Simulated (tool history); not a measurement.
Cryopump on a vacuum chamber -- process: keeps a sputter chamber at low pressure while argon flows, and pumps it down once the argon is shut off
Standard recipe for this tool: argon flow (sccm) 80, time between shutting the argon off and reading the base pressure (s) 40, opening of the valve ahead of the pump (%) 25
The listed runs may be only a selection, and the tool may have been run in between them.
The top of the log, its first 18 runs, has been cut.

run,hour,argon flow (sccm),time between shutting the argon off and reading the base pressure (s),opening of the valve ahead of the pump (%),hours of work since the pump was warmed up and emptied,hours of work since the cold head was overhauled,hours of work since the chamber's fittings were tightened,pressure while argon flows (Pa),pressure after the wait (uPa)
19,568.6,116,40,37,613,613,2933,0.4716,4.97
20,606.4,84,46,46,639,639,2960,0.2790,4.97
21,635.2,35,93,43,659,659,2980,0.1243,3.95
22,669.5,35,93,43,683,683,3004,0.1244,4.10
23,706.2,136,109,40,709,709,3030,0.5173,3.84
24,732.1,73,25,23,727,727,3048,0.4707,6.43
25,763.3,91,25,23,749,749,3070,0.5866,6.48
26,785.7,80,40,26,765,765,3085,0.4618,5.31
27,825.2,80,76,35,792,792,3113,0.3491,4.30
28,867.9,63,30,19,822,822,3143,0.4934,6.17
29,908.1,63,30,19,850,850,3171,0.4934,6.07
30,926.5,101,24,16,863,863,3184,0.9356,7.00
31,968.6,101,24,16,893,893,3213,0.9363,7.18
32,998.6,79,102,25,914,914,3234,0.4768,4.34
33,1040.0,46,102,25,943,943,3263,0.2806,4.39
34,1073.1,75,123,47,966,966,3287,0.2533,4.39

Each row is a separate what-if for the run after 34, all from the same tool condition, not one after another. Results?
A,1114.8,95,123,47,995,995,3316,?,?
B,1114.8,112,77,25,995,995,3316,?,?
C,1114.8,47,52,34,995,995,3316,?,?
D,1114.8,65,259,16,995,995,3316,?,?

run,pressure while argon flows (Pa),pressure after the wait (uPa)
A,0.3190,4.21
B,0.6775,4.67
C,0.2162,5.40
D,0.6021,3.96
The same runs, with their run-to-run variation unchanged, on a tool lacking any hidden condition would have given:
run,pressure while argon flows (Pa),pressure after the wait (uPa)
A,0.2880,0.92
B,0.6411,1.33
C,0.2007,1.97
D,0.5809,0.57
